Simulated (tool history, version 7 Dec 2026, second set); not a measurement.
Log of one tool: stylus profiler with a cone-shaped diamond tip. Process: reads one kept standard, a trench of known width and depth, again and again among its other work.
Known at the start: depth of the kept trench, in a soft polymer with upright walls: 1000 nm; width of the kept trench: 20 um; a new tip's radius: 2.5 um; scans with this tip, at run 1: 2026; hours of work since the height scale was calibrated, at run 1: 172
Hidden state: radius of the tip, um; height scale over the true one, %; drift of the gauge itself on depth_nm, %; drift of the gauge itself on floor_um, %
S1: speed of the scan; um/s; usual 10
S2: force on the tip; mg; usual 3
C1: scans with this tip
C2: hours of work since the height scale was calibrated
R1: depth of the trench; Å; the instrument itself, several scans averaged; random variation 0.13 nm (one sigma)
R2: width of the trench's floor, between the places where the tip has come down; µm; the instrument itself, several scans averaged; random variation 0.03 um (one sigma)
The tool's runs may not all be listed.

Run 1, day 0: usual settings; C1 2026; C2 172. Result: R1 10080.1 Å, R2 15.63 µm.
Run 2, day 3.829: usual settings; C1 2561; C2 218. Result: R1 10081.5 Å, R2 15.49 µm.
Run 3, day 7.9: usual settings but S2 7.98 mg; C1 3130; C2 266. Result: R1 10158.7 Å, R2 15.39 µm.
Run 4, day 11.771: usual settings; C1 3671; C2 312. Result: R1 10082 Å, R2 15.32 µm.
Run 5, day 14.15: usual settings but S1 9 um/s; C1 4003; C2 341. Result: R1 10083.3 Å, R2 15.21 µm.
Run 6, day 16.767: usual settings but S1 9 um/s; C1 4369; C2 372. Result: R1 10085.7 Å, R2 15.17 µm.
Run 7, day 20.742: usual settings but S1 9 um/s; C1 4925; C2 419. Result: R1 10084.3 Å, R2 15.06 µm.
Run 8, day 22.725: usual settings but S1 9 um/s; C1 5201; C2 443. Result: R1 10084.3 Å, R2 15.06 µm.
Run 9, day 26.133: usual settings; C1 5678; C2 483. Result: R1 10084.5 Å, R2 14.98 µm.
Run 10, day 29.525: usual settings; C1 6152; C2 523. Result: R1 10085.5 Å, R2 14.93 µm.
Run 11, day 33.771: usual settings; C1 6745; C2 574. Result: R1 10087.6 Å, R2 14.79 µm.
Run 12, day 36.021: usual settings but S1 8 um/s, S2 3.52 mg; C1 7059; C2 601. Result: R1 10096.7 Å, R2 14.74 µm.
Run 13, day 39.154: usual settings but S1 30 um/s, S2 2.92 mg; C1 7498; C2 638. Result: R1 10085 Å, R2 14.62 µm.
Run 14, day 42.821: usual settings but S1 30 um/s, S2 2.92 mg; C1 8010; C2 682. Result: R1 10087.6 Å, R2 14.58 µm.
Run 15, day 45.812: usual settings but S1 30 um/s, S2 2.92 mg; C1 8428; C2 717. Result: R1 10087.4 Å, R2 14.46 µm.
Run 16, day 49.758: usual settings but S1 22 um/s, S2 4.46 mg; C1 8979; C2 764. Result: R1 10112.9 Å, R2 14.39 µm.
Run 17, day 52.629: usual settings but S1 20 um/s; C1 9380; C2 798. Result: R1 10089.4 Å, R2 14.41 µm.
At day 53.704: height scale calibrated on a step standard.
Run 18, day 55.833: usual settings but S1 21 um/s, S2 6.37 mg; C1 9825; C2 25. Result: R1 10134.9 Å, R2 14.3 µm.
Run 19, day 57.671: usual settings but S1 21 um/s, S2 6.37 mg; C1 10082; C2 47. Result: R1 10139.6 Å, R2 14.3 µm.
Run 20, day 61.233: usual settings but S1 21 um/s, S2 6.37 mg; C1 10580; C2 90. Result: R1 10140.1 Å, R2 14.22 µm.
Run 21, day 64.212: usual settings but S1 21 um/s, S2 6.37 mg; C1 10996; C2 125. Result: R1 10139.1 Å, R2 14.12 µm.
Run 22, day 66.225: usual settings but S1 21 um/s, S2 6.37 mg; C1 11277; C2 149. Result: R1 10141.8 Å, R2 14.1 µm.

Hidden state at the last listed run before each entry between runs and at the first one after, where it differs:
Between runs 17 and 18: height scale calibrated on a step standard (day 53.704)
  radius of the tip, um: 4.4 -> 4.5; height scale over the true one, %: 0.056 -> -0.008
  measured less the result without the state, R1: +5.6 -> -0.8 Å; R2: -1.59 -> -1.66 µm

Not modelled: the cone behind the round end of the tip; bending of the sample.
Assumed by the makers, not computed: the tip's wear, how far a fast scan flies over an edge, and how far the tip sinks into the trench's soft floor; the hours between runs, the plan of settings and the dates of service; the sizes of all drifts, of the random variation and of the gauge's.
